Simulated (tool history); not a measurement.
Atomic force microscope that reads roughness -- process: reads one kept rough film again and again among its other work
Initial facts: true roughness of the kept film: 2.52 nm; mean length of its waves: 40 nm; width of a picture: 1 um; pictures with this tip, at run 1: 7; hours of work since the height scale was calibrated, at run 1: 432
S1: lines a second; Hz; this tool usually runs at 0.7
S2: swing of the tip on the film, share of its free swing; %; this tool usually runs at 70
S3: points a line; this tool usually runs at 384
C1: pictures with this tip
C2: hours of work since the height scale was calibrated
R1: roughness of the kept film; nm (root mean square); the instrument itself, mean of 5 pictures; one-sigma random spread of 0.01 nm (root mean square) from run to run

run 1 hour=0 | S1=0.7 S2=70 S3=384 | C1=7 C2=432 | R1=2.317
run 2 hour=20.6 | S1=0.7 S2=70 S3=384 | C1=36 C2=444 | R1=2.302
run 3 hour=33 | S1=0.7 S2=70 S3=384 | C1=53 C2=451 | R1=2.274
run 4 hour=46.2 | S1=0.7 S2=70 S3=384 | C1=72 C2=458 | R1=2.237
run 5 hour=57.2 | S1=0.7 S2=70 S3=384 | C1=87 C2=464 | R1=2.223
run 6 hour=70.3 | S1=0.7 S2=70 S3=384 | C1=105 C2=472 | R1=2.195
run 7 hour=86.9 | S1=0.7 S2=70 S3=384 | C1=129 C2=481 | R1=2.153
run 8 hour=107 | S1=0.7 S2=70 S3=384 | C1=157 C2=492 | R1=2.135
run 9 hour=118.3 | S1=0.7 S2=70 S3=452 | C1=173 C2=498 | R1=2.119
-- hour=124.6 new tip fitted
run 10 hour=128.8 | S1=0.743 S2=70 S3=384 | C1=6 C2=504 | R1=2.333
run 11 hour=148.2 | S1=0.743 S2=70 S3=384 | C1=33 C2=515 | R1=2.292
run 12 hour=165.3 | S1=0.7 S2=80 S3=384 | C1=57 C2=524 | R1=2.218
-- hour=167.9 height scale calibrated on a step standard
run 13 hour=184.9 | S1=1.753 S2=61 S3=387 | C1=83 C2=10 | R1=2.172
run 14 hour=194.6 | S1=1.753 S2=61 S3=387 | C1=97 C2=15 | R1=2.176
run 15 hour=205 | S1=0.539 S2=58 S3=466 | C1=112 C2=21 | R1=2.23
run 16 hour=220 | S1=0.539 S2=58 S3=466 | C1=133 C2=29 | R1=2.206
run 17 hour=236.7 | S1=0.595 S2=70 S3=357 | C1=156 C2=38 | R1=2.142
-- hour=254.5 new tip fitted
run 18 hour=259.4 | S1=0.595 S2=70 S3=357 | C1=7 C2=51 | R1=2.325
-- hour=277.2 height scale calibrated on a step standard, once more
run 19 hour=280.7 | S1=3.266 S2=70 S3=433 | C1=36 C2=2 | R1=2.051
run 20 hour=302.7 | S1=2.905 S2=70 S3=342 | C1=67 C2=14 | R1=2.047
run 21 hour=324 | S1=2.979 S2=70 S3=602 | C1=97 C2=26 | R1=1.98

Here are 4 independent what-if runs from the current tool condition. What would each one return?
run A hour=338 | S1=1.779 S2=73 S3=906 | C1=116 C2=34 | R1=?
run B hour=338 | S1=0.523 S2=70 S3=384 | C1=116 C2=34 | R1=?
run C hour=338 | S1=0.857 S2=70 S3=260 | C1=116 C2=34 | R1=?
run D hour=338 | S1=3.681 S2=70 S3=702 | C1=116 C2=34 | R1=?

run=A R1=2.076
run=B R1=2.205
run=C R1=2.161
run=D R1=1.924
Without the tool's hidden state the same runs would have given:
run=A R1=2.224
run=B R1=2.362
run=C R1=2.314
run=D R1=2.061

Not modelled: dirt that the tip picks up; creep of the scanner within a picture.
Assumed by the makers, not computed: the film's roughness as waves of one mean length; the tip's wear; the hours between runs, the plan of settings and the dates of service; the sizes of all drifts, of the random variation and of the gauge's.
